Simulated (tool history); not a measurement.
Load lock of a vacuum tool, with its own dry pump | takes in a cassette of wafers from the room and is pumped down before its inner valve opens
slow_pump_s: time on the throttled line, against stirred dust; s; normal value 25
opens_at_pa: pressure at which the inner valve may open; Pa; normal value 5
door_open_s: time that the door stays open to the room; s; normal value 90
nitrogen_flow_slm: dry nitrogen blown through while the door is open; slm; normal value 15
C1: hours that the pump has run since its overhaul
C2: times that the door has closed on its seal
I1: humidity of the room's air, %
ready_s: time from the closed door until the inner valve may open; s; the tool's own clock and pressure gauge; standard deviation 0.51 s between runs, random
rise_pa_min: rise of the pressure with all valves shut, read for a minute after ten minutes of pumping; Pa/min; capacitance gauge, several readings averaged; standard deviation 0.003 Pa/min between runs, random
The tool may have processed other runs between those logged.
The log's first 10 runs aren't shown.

{"run": 11, "hour": 2124.2, "slow_pump_s": 25, "opens_at_pa": 7, "door_open_s": 90, "nitrogen_flow_slm": 15, "C1": 7852, "C2": 3361, "I1": 45.5, "ready_s": 74.6, "rise_pa_min": 0.066}
{"run": 12, "hour": 2256.9, "slow_pump_s": 25, "opens_at_pa": 7, "door_open_s": 90, "nitrogen_flow_slm": 15, "C1": 7984, "C2": 3828, "I1": 45.8, "ready_s": 74.3, "rise_pa_min": 0.065}
{"run": 13, "hour": 2541.2, "slow_pump_s": 25, "opens_at_pa": 7, "door_open_s": 90, "nitrogen_flow_slm": 15, "C1": 8269, "C2": 4827, "I1": 45.1, "ready_s": 76.1, "rise_pa_min": 0.07}
{"run": 14, "hour": 2777.3, "slow_pump_s": 25, "opens_at_pa": 7, "door_open_s": 90, "nitrogen_flow_slm": 15, "C1": 8505, "C2": 5658, "I1": 44.1, "ready_s": 75.9, "rise_pa_min": 0.075}
{"run": 15, "hour": 3022.0, "slow_pump_s": 25, "opens_at_pa": 7, "door_open_s": 90, "nitrogen_flow_slm": 15, "C1": 8750, "C2": 6519, "I1": 42.0, "ready_s": 76.6, "rise_pa_min": 0.076}
{"run": 16, "hour": 3274.9, "slow_pump_s": 36, "opens_at_pa": 5, "door_open_s": 90, "nitrogen_flow_slm": 15, "C1": 9002, "C2": 7408, "I1": 44.9, "ready_s": 85.7, "rise_pa_min": 0.079}
{"run": 17, "hour": 3456.1, "slow_pump_s": 36, "opens_at_pa": 5, "door_open_s": 90, "nitrogen_flow_slm": 15, "C1": 9184, "C2": 8045, "I1": 41.2, "ready_s": 86.5, "rise_pa_min": 0.083}
{"hour": 3621.6, "done": "dry pump taken out, an overhauled one fitted"}
{"run": 18, "hour": 3621.6, "slow_pump_s": 25, "opens_at_pa": 5, "door_open_s": 90, "nitrogen_flow_slm": 18, "C1": 0, "C2": 8606, "I1": 46.0, "ready_s": 69.8, "rise_pa_min": 0.079}
{"run": 19, "hour": 3776.9, "slow_pump_s": 25, "opens_at_pa": 5, "door_open_s": 90, "nitrogen_flow_slm": 32, "C1": 155, "C2": 9153, "I1": 43.5, "ready_s": 69.4, "rise_pa_min": 0.08}
{"run": 20, "hour": 3960.8, "slow_pump_s": 25, "opens_at_pa": 5, "door_open_s": 90, "nitrogen_flow_slm": 32, "C1": 339, "C2": 9799, "I1": 50.4, "ready_s": 70.2, "rise_pa_min": 0.088}
{"run": 21, "hour": 4149.0, "slow_pump_s": 36, "opens_at_pa": 5, "door_open_s": 90, "nitrogen_flow_slm": 32, "C1": 527, "C2": 10461, "I1": 44.6, "ready_s": 78.0, "rise_pa_min": 0.081}
{"run": 22, "hour": 4419.4, "slow_pump_s": 36, "opens_at_pa": 9, "door_open_s": 117, "nitrogen_flow_slm": 5, "C1": 798, "C2": 11413, "I1": 48.5, "ready_s": 74.5, "rise_pa_min": 0.145}

Estimate the outcome of run 23 from the log above:
{"run": 23, "hour": 4727.6, "slow_pump_s": 19, "opens_at_pa": 4, "door_open_s": 123, "nitrogen_flow_slm": 40, "C1": 1106, "C2": 12496, "I1": 41.9, "ready_s": "?", "rise_pa_min": "?"}

{"run 23": {"ready_s": 67.1, "rise_pa_min": 0.101}}
With no hidden state in the tool, this same run would have given ready_s 65.8 s, rise_pa_min 0.035 Pa/min.
